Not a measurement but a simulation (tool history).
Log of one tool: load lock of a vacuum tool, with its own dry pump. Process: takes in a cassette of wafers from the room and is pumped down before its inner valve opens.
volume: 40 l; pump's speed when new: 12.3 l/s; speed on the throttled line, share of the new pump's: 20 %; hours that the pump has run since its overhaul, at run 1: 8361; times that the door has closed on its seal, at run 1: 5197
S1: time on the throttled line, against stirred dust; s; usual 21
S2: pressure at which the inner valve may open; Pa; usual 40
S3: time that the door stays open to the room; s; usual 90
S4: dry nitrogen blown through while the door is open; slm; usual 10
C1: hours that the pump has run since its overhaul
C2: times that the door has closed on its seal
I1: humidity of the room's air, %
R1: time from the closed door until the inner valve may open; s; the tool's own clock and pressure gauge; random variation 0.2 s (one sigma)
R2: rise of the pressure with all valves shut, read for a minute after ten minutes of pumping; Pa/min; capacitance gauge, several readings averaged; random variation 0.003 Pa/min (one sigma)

run	day	S1	S2	S3	S4	C1	C2	I1	R1	R2
1	0	21	40	90	10	8361	5197	47.9	44.2	0.073
2	8.133	21	40	90	10	8556	5594	44.1	44.8	0.072
3	13.433	19	40	90	10	8683	5853	44.8	43.4	0.078
4	18.262	31	40	90	10	8799	6090	43.7	52.8	0.08
5	24.933	31	40	90	10	8959	6416	44.2	52.4	0.087
6	31.175	31	40	90	10	9109	6721	44.5	52.3	0.087
7	39.65	31	40	90	10	9312	7136	49.1	52.6	0.1
8	43.479	31	40	90	10	9404	7323	46.4	52.3	0.098
9	47.142	31	40	90	10	9492	7502	46.1	52.5	0.101
10	52.446	21	40	90	10	9619	7761	46.2	45	0.109
11	57.738	21	40	90	12	9746	8020	43.6	44.6	0.104
12	62.621	21	40	90	12	9863	8259	43.7	45	0.111
13	69.158	21	40	58	12	10020	8579	44.6	44.7	0.101
14	74.525	21	40	90	4	10149	8841	41.6	45.5	0.124
15	77.996	21	40	90	10	10232	9011	46.8	45.3	0.124
16	82.692	21	40	90	10	10345	9241	43.6	44.8	0.128
17	90.9	21	40	90	10	10542	9642	45.9	45	0.131
18	95.971	21	40	144	10	10664	9890	43.7	45	0.133
19	104.417	21	40	144	10	10867	10303	44.1	45.1	0.148
20	112.388	21	52	144	10	11058	10693	46.6	44.5	0.161
21	118.242	21	50	94	30	11198	10979	48.1	44.6	0.139
22	123.908	26	56	90	10	11334	11256	45.2	47.8	0.154
23	128.796	21	40	90	37	11452	11495	44.6	45.4	0.138
24	135.967	21	40	90	37	11624	11846	44.6	45.6	0.151
25	140.083	21	40	90	37	11723	12047	44.7	45.5	0.16
26	144.929	21	40	90	37	11839	12284	48.3	45.7	0.164
27	151.671	21	53	181	4	12001	12614	45.3	44.8	0.213
28	155.142	11	53	67	4	12084	12784	46.2	36.8	0.199
29	161.546	11	53	67	4	12238	13097	45.4	36.5	0.203
30	165.288	11	53	67	4	12327	13280	43.2	36.9	0.2
31	172.112	28	75	42	21	12491	13614	43.4	48.9	0.187
32	178.217	28	75	82	27	12638	13912	50.2	48.8	0.2
33	184.662	21	40	57	10	12792	14228	48.1	46	0.21
34	188.4	21	31	181	10	12882	14410	46.9	46.5	0.232
35	194.329	21	31	103	7	13024	14700	44.7	47	0.231
36	201.421	10	34	52	28	13195	15047	44	38	0.216
37	208.633	10	34	52	28	13368	15400	43.6	38.1	0.221

Measured less the same run without the tool's hidden state. The same run-to-run variation is in both; the gauge's scatter may not be:
The hidden state here: pump's speed, % of a new pump's; leak at the door's seal, Pa l/s; drift of the gauge itself on ready_s, %; drift of the gauge itself on rise_pa_min, %.
run	R1	R2
1	+2.1	+0.039
2	+2.2	+0.044
3	+2.3	+0.046
4	+2.1	+0.049
5	+2.1	+0.053
6	+2.2	+0.057
7	+2.2	+0.062
8	+2.2	+0.066
9	+2.2	+0.066
10	+2.5	+0.071
11	+2.5	+0.075
12	+2.6	+0.078
13	+2.6	+0.08
14	+2.6	+0.085
15	+2.7	+0.091
16	+2.7	+0.092
17	+2.8	+0.097
18	+2.8	+0.099
19	+2.8	+0.11
20	+2.8	+0.116
21	+2.9	+0.119
22	+2.7	+0.124
23	+3	+0.129
24	+3.2	+0.135
25	+3.2	+0.141
26	+3.2	+0.145
27	+3.1	+0.151
28	+3.4	+0.154
29	+3.5	+0.163
30	+3.5	+0.162
31	+2.8	+0.171
32	+2.9	+0.176
33	+3.5	+0.18
34	+3.6	+0.185
35	+3.7	+0.192
36	+4.1	+0.199
37	+4.1	+0.208
